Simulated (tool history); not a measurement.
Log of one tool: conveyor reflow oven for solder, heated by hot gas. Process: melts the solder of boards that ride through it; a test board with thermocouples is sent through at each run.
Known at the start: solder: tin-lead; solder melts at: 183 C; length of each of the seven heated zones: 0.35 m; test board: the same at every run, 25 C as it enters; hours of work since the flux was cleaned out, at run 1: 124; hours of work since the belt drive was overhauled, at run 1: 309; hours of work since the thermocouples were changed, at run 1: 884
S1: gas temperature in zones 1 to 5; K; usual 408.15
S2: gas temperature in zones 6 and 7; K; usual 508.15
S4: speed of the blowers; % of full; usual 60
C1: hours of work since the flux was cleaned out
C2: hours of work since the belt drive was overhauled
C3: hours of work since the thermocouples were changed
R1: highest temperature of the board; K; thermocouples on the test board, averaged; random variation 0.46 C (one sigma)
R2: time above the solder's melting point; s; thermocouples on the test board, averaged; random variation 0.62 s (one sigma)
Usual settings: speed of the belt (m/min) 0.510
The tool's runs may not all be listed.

run 1 day=0.000 | S1=408.15 S2=508.15 speed_of_the_belt_(m/min)=0.510 S4=60 | C1=124 C2=309 C3=884 | R1=492.85 R2=62.8
run 2 day=0.312 | S1=408.15 S2=508.15 speed_of_the_belt_(m/min)=0.425 S4=60 | C1=128 C2=313 C3=888 | R1=497.75 R2=81.5
run 3 day=0.900 | S1=408.15 S2=508.15 speed_of_the_belt_(m/min)=0.510 S4=78 | C1=136 C2=321 C3=896 | R1=497.75 R2=65.9
run 4 day=1.408 | S1=408.15 S2=508.15 speed_of_the_belt_(m/min)=0.510 S4=78 | C1=143 C2=328 C3=903 | R1=497.25 R2=66.8
run 5 day=1.671 | S1=408.15 S2=508.15 speed_of_the_belt_(m/min)=0.510 S4=78 | C1=147 C2=331 C3=906 | R1=497.15 R2=66.0
run 6 day=2.088 | S1=408.15 S2=508.15 speed_of_the_belt_(m/min)=0.510 S4=78 | C1=152 C2=337 C3=912 | R1=497.85 R2=66.7
run 7 day=2.508 | S1=408.15 S2=508.15 speed_of_the_belt_(m/min)=0.510 S4=78 | C1=158 C2=343 C3=918 | R1=498.05 R2=65.5
run 8 day=2.958 | S1=408.15 S2=508.15 speed_of_the_belt_(m/min)=0.510 S4=78 | C1=164 C2=349 C3=924 | R1=497.05 R2=66.9
run 9 day=3.542 | S1=408.15 S2=503.15 speed_of_the_belt_(m/min)=0.510 S4=78 | C1=172 C2=357 C3=932 | R1=493.15 R2=64.3
run 10 day=3.850 | S1=408.15 S2=503.15 speed_of_the_belt_(m/min)=0.510 S4=78 | C1=176 C2=361 C3=936 | R1=493.25 R2=63.1
run 11 day=4.200 | S1=408.15 S2=503.15 speed_of_the_belt_(m/min)=0.510 S4=78 | C1=181 C2=366 C3=941 | R1=493.25 R2=63.7
run 12 day=4.579 | S1=408.15 S2=503.15 speed_of_the_belt_(m/min)=0.510 S4=78 | C1=186 C2=371 C3=946 | R1=493.05 R2=63.9
run 13 day=5.183 | S1=408.15 S2=508.15 speed_of_the_belt_(m/min)=0.510 S4=50 | C1=194 C2=379 C3=954 | R1=487.95 R2=57.8
run 14 day=5.467 | S1=408.15 S2=508.15 speed_of_the_belt_(m/min)=0.510 S4=60 | C1=198 C2=383 C3=958 | R1=492.05 R2=62.6
run 15 day=6.108 | S1=408.15 S2=514.15 speed_of_the_belt_(m/min)=0.510 S4=61 | C1=207 C2=391 C3=966 | R1=497.25 R2=65.5
run 16 day=6.571 | S1=397.15 S2=514.15 speed_of_the_belt_(m/min)=0.510 S4=62 | C1=213 C2=398 C3=973 | R1=495.15 R2=61.7
run 17 day=6.958 | S1=406.15 S2=517.15 speed_of_the_belt_(m/min)=0.510 S4=80 | C1=218 C2=403 C3=978 | R1=504.55 R2=70.8
run 18 day=7.404 | S1=408.15 S2=508.15 speed_of_the_belt_(m/min)=0.448 S4=60 | C1=224 C2=409 C3=984 | R1=496.45 R2=74.7
run 19 day=7.854 | S1=407.15 S2=499.15 speed_of_the_belt_(m/min)=0.494 S4=60 | C1=230 C2=415 C3=990 | R1=485.25 R2=57.5
run 20 day=8.283 | S1=407.15 S2=499.15 speed_of_the_belt_(m/min)=0.494 S4=56 | C1=236 C2=421 C3=996 | R1=483.65 R2=54.4
run 21 day=8.896 | S1=407.15 S2=499.15 speed_of_the_belt_(m/min)=0.494 S4=56 | C1=245 C2=429 C3=1004 | R1=483.55 R2=55.7
run 22 day=9.250 | S1=409.15 S2=506.15 speed_of_the_belt_(m/min)=0.510 S4=83 | C1=249 C2=434 C3=1009 | R1=495.85 R2=66.6
run 23 day=9.533 | S1=408.15 S2=509.15 speed_of_the_belt_(m/min)=0.510 S4=88 | C1=253 C2=438 C3=1013 | R1=499.85 R2=68.0
run 24 day=10.112 | S1=408.15 S2=508.15 speed_of_the_belt_(m/min)=0.570 S4=60 | C1=261 C2=446 C3=1021 | R1=487.75 R2=51.4
run 25 day=10.696 | S1=408.15 S2=508.15 speed_of_the_belt_(m/min)=0.426 S4=73 | C1=269 C2=453 C3=1029 | R1=501.45 R2=82.9
-- day=11.117 flux residue cleaned out of gas plates and filters
run 26 day=11.458 | S1=408.15 S2=508.15 speed_of_the_belt_(m/min)=0.426 S4=73 | C1=5 C2=461 C3=1036 | R1=501.65 R2=85.5
run 27 day=11.762 | S1=408.15 S2=508.15 speed_of_the_belt_(m/min)=0.510 S4=53 | C1=9 C2=465 C3=1040 | R1=490.95 R2=62.1

Forecast each of these 4 alternatives for the next run:
run A day=12.088 | S1=400.15 S2=508.15 speed_of_the_belt_(m/min)=0.510 S4=53 | C1=13 C2=470 C3=1045 | R1=? R2=?
run B day=12.088 | S1=401.15 S2=498.15 speed_of_the_belt_(m/min)=0.465 S4=60 | C1=13 C2=470 C3=1045 | R1=? R2=?
run C day=12.088 | S1=410.15 S2=508.15 speed_of_the_belt_(m/min)=0.514 S4=53 | C1=13 C2=470 C3=1045 | R1=? R2=?
run D day=12.088 | S1=408.15 S2=508.15 speed_of_the_belt_(m/min)=0.510 S4=57 | C1=13 C2=470 C3=1045 | R1=? R2=?

run=A R1=490.05 R2=57.0
run=B R1=486.75 R2=61.7
run=C R1=490.85 R2=61.5
run=D R1=492.55 R2=62.8
Without the tool's hidden state the same runs would have given:
run=A R1=487.05 R2=53.5
run=B R1=483.65 R2=57.9
run=C R1=487.85 R2=58.2
run=D R1=489.55 R2=59.7

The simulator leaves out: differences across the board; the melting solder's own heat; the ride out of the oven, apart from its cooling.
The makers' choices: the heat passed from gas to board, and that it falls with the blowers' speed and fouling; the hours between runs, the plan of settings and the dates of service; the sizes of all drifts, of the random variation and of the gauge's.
